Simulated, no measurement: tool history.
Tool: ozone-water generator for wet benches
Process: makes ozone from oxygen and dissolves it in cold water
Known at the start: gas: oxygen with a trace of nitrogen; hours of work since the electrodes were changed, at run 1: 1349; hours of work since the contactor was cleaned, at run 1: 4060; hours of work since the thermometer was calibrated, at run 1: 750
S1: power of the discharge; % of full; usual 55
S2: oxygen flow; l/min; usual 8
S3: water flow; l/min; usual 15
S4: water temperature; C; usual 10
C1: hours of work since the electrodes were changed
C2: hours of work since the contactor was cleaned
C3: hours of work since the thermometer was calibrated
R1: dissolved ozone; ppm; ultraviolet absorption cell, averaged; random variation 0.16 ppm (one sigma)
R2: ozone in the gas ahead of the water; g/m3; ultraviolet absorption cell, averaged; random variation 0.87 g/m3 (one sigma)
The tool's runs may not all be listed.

run	hour	S1	S2	S3	S4	C1	C2	C3	R1	R2
1	0	55	8	15	10	1349	4060	750	19.6	140.3
2	84.9	55	8	14	10	1404	4116	806	20.7	139.7
3	212.9	55	8	14	10	1489	4201	891	20.3	139.3
4	286.9	55	8	14	10	1537	4249	939	20.7	141
5	359.2	55	8	14	10	1585	4297	987	20.2	138.8
6	453.2	55	8	15	8	1647	4359	1049	20.3	140.5
7	508.9	55	8	15	8	1684	4396	1086	20.1	139.5
8	622.1	55	8	15	10	1758	4470	1160	19.4	140.5
9	676.3	55	8	15	10	1794	4506	1196	19.3	140.3
10	739.3	55	8	15	10	1835	4547	1237	19.4	138.1
11	859.1	55	8	15	10	1914	4626	1316	19.1	140.9
12	942.5	55	8	15	10	1969	4681	1371	19.4	139
13	1033.4	55	8	15	10	2029	4741	1431	19.3	138.4
14	1130.7	55	8	15	10	2093	4805	1495	19.2	138.9
15	1222.7	90	8	9	10	2154	4866	1556	36.6	193.6
16	1333.9	59	8	9	6	2227	4939	1629	30	146.2
# hour 1345.4: contactor cleaned
17	1394.3	43	8	15	10	2264	32	1666	15.8	118.6
18	1470.6	43	8	15	10	2315	83	1717	15.8	117.4
19	1522.1	69	10.49	13	7	2348	116	1750	24.4	138.7
20	1611.2	60	6.59	20	8	2407	175	1809	16.2	161.9
21	1671.5	63	10.06	13	11	2447	215	1849	21.4	134.2
# hour 1743.8: contactor cleaned, once more
22	1799.8	68	8	16	10	2529	37	1931	22.7	159.1
23	1899.1	55	8.62	15	7	2594	102	1996	21.8	132

3 ways to go on from here, each from the tool as it stands after run 23. What would each give?
A	1994.3	55	13.91	15	10	2657	165	2059	?	?
B	1994.3	55	8.62	21	6	2657	165	2059	?	?
C	1994.3	42	13.67	11	10	2657	165	2059	?	?

run	R1	R2
A	19.1	104.4
B	16.7	133.1
C	18.8	88.1
Without the tool's hidden state the same runs would have given:
run	R1	R2
A	19.7	107
B	17.3	136.3
C	19.3	89.8

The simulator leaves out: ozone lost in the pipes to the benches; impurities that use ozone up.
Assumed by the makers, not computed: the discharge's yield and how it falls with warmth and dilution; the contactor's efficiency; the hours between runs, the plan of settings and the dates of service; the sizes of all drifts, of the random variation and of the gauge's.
